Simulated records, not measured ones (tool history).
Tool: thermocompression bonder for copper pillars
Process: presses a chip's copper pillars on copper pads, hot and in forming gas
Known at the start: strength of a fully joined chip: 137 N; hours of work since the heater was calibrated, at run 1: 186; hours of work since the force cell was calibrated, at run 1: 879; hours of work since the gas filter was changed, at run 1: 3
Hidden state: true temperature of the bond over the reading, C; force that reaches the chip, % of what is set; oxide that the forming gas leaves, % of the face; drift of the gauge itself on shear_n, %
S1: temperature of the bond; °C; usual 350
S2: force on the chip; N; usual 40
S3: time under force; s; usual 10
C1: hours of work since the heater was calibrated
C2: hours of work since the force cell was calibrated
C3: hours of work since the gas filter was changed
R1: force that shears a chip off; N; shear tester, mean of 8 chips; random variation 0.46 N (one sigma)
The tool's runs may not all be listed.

| run | day | S1 | S2 | S3 | C1 | C2 | C3 | R1 |
|---|---|---|---|---|---|---|---|---|
| 1 | 0 | 350 | 40 | 10 | 186 | 879 | 3 | 66.2 |
| 2 | 1.483 | 350 | 40 | 10 | 214 | 906 | 30 | 65.6 |
| 3 | 3.142 | 350 | 40 | 10 | 245 | 937 | 61 | 65.4 |
| 4 | 4.875 | 350 | 40 | 10 | 277 | 969 | 93 | 65.6 |
| 5 | 7.967 | 350 | 40 | 18 | 334 | 1026 | 150 | 77.5 |
| 6 | 10.542 | 350 | 40 | 10 | 381 | 1073 | 197 | 63.1 |
| 7 | 13.462 | 350 | 40 | 10 | 435 | 1128 | 251 | 62.5 |
|  | 15.221 | forming gas filter changed |
| 8 | 15.354 | 350 | 40 | 10 | 470 | 1162 | 3 | 66.9 |
| 9 | 17.325 | 350 | 40 | 10 | 506 | 1199 | 39 | 66.2 |
| 10 | 20.517 | 350 | 40 | 10 | 565 | 1258 | 98 | 65.3 |
| 11 | 22.238 | 350 | 40 | 10 | 597 | 1289 | 130 | 64.9 |
|  | 23.583 | force cell calibrated |
| 12 | 24.767 | 350 | 40 | 10 | 643 | 22 | 175 | 67.8 |
| 13 | 28.046 | 350 | 31 | 10 | 703 | 82 | 236 | 54.4 |
|  | 30.679 | forming gas filter changed |
| 14 | 31.179 | 350 | 40 | 10 | 761 | 140 | 9 | 71.7 |
| 15 | 32.833 | 350 | 40 | 10 | 791 | 171 | 40 | 72.5 |
| 16 | 35.829 | 350 | 40 | 10 | 847 | 226 | 95 | 70.7 |
| 17 | 38.204 | 350 | 40 | 10 | 891 | 270 | 139 | 69.7 |
| 18 | 40.742 | 350 | 40 | 10 | 938 | 317 | 186 | 68.8 |
| 19 | 43.767 | 350 | 40 | 10 | 994 | 373 | 242 | 68.2 |
|  | 44.079 | heater calibrated with a thermocouple chip |
| 20 | 45.612 | 350 | 40 | 10 | 28 | 405 | 274 | 68.7 |
|  | 46.088 | forming gas filter changed |
| 21 | 48.45 | 367 | 40 | 21 | 80 | 457 | 44 | 104 |
| 22 | 51.483 | 364 | 27 | 12 | 136 | 513 | 100 | 64.7 |
| 23 | 54.496 | 364 | 53 | 25 | 192 | 569 | 155 | 115.5 |
| 24 | 57.042 | 353 | 50 | 9 | 239 | 616 | 202 | 83.2 |
| 25 | 58.617 | 350 | 40 | 19 | 268 | 645 | 232 | 85.6 |
|  | 61.625 | forming gas filter changed |
|  | 61.921 | heater calibrated with a thermocouple chip, once more |
| 26 | 61.958 | 350 | 40 | 19 | 1 | 705 | 5 | 81.4 |
| 27 | 64.908 | 350 | 48 | 10 | 55 | 760 | 59 | 74.9 |
| 28 | 66.675 | 325 | 48 | 8 | 88 | 792 | 92 | 53 |
| 29 | 68.433 | 325 | 48 | 8 | 120 | 825 | 124 | 52.4 |
| 30 | 70.162 | 325 | 48 | 8 | 152 | 857 | 156 | 52.3 |
| 31 | 72.167 | 321 | 25 | 10 | 189 | 894 | 193 | 28.7 |
| 32 | 73.879 | 321 | 25 | 10 | 221 | 925 | 225 | 28.3 |
| 33 | 76.804 | 339 | 25 | 10 | 275 | 980 | 279 | 35.3 |
|  | 77.104 | forming gas filter changed |
| 34 | 78.725 | 339 | 25 | 9 | 310 | 1015 | 30 | 36.1 |
| 35 | 80.367 | 349 | 36 | 10 | 341 | 1045 | 60 | 59.9 |
| 36 | 81.954 | 356 | 40 | 12 | 370 | 1074 | 90 | 73.9 |
| 37 | 84.721 | 350 | 50 | 18 | 421 | 1125 | 141 | 90.8 |
| 38 | 87.617 | 358 | 45 | 16 | 475 | 1179 | 194 | 85.4 |
| 39 | 89.479 | 358 | 24 | 11 | 509 | 1213 | 229 | 45.1 |

Some steps in R1 between neighbouring runs. How much of each would the tool show without its hidden state too (settings, what came in, random variation), and how much is left for the hidden state, with any gauge scatter that isn't in both results?
Run 7 -> 8: forming gas filter changed. R1 +4.4 N: hidden state +5, all else -0.6.
Run 21 -> 22: S1 367 -> 364, S2 40 -> 27, S3 21 -> 12. R1 -39.3 N: hidden state -0.6, all else -38.7.
Run 22 -> 23: S2 27 -> 53, S3 12 -> 25. R1 +50.8 N: hidden state -5.1, all else +55.9.
Run 25 -> 26: forming gas filter changed, heater calibrated with a thermocouple chip, once more. R1 -4.2 N: hidden state -4.8, all else +0.6.
Run 38 -> 39: S2 45 -> 24, S3 16 -> 11. R1 -40.3 N: hidden state +2.2, all else -42.5.
